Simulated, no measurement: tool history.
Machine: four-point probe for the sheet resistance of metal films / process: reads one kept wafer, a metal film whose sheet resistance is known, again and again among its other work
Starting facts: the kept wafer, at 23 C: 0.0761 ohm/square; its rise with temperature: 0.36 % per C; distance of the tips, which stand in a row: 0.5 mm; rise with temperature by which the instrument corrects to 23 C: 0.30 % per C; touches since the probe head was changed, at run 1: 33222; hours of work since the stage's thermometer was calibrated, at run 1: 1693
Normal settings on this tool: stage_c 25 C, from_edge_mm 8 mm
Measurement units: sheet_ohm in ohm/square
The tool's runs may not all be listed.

run     day  stage_c  from_edge_mm  touches since the probe head was changed  hours of work since the stage's thermometer was calibrated  sheet_ohm
  1   0.000       25             8                                     33222                                                        1693   0.076733
  2   1.225       25            37                                     33798                                                        1710   0.076605
  3   3.312       25            37                                     34778                                                        1738   0.076593
  4   4.317       25             8                                     35250                                                        1752   0.076795
  5   6.583       25             8                                     36313                                                        1783   0.076770
  6   7.767       25             8                                     36869                                                        1799   0.076821
  7   9.979       25             8                                     37909                                                        1829   0.076825
  8  12.104       25             8                                     38906                                                        1859   0.076835
     12.321  -- stage's thermometer calibrated
  9  13.742       25             8                                     39666                                                          19   0.076865
 10  15.192       21             8                                     40346                                                          39   0.076732
 11  17.438       21             8                                     41401                                                          70   0.076697
 12  19.362       21             8                                     42305                                                          97   0.076718
 13  21.012       32             8                                     43080                                                         119   0.077200
     21.196  -- stage's thermometer calibrated, once more
 14  22.104       25            53                                     43582                                                          12   0.076651
 15  23.583       26            13                                     44276                                                          33   0.076766
 16  25.067       26            13                                     44974                                                          53   0.076774
 17  26.150       19             4                                     45483                                                          68   0.077023
 18  28.042       19             4                                     46371                                                          94   0.077047
 19  29.975       21            45                                     47279                                                         120   0.076527
 20  31.742       19            10                                     48108                                                         145   0.076549
 21  34.012       27            52                                     49175                                                         176   0.076812
 22  35.483       24            11                                     49865                                                         196   0.076768
 23  36.758       21            36                                     50464                                                         213   0.076557
 24  38.875       30            38                                     51459                                                         242   0.076945
 25  40.742       30            38                                     52336                                                         268   0.076983
 26  42.542       26            49                                     53180                                                         293   0.076838
 27  44.775       26            17                                     54228                                                         323   0.076844
 28  47.175       24             6                                     55356                                                         356   0.077025

Each row is a separate what-if for the run after 28, all from the same tool condition, not one after another. Results?
  A  49.217       20            63                                     56315                                                         384          ?
  B  49.217       33            42                                     56315                                                         384          ?
  C  49.217       34            15                                     56315                                                         384          ?

run  sheet_ohm
  A   0.076592
  B   0.077132
  C   0.077251
With the hidden condition removed and each run's random variation left untouched, the same runs would have given:
run  sheet_ohm
  A   0.075962
  B   0.076499
  C   0.076617

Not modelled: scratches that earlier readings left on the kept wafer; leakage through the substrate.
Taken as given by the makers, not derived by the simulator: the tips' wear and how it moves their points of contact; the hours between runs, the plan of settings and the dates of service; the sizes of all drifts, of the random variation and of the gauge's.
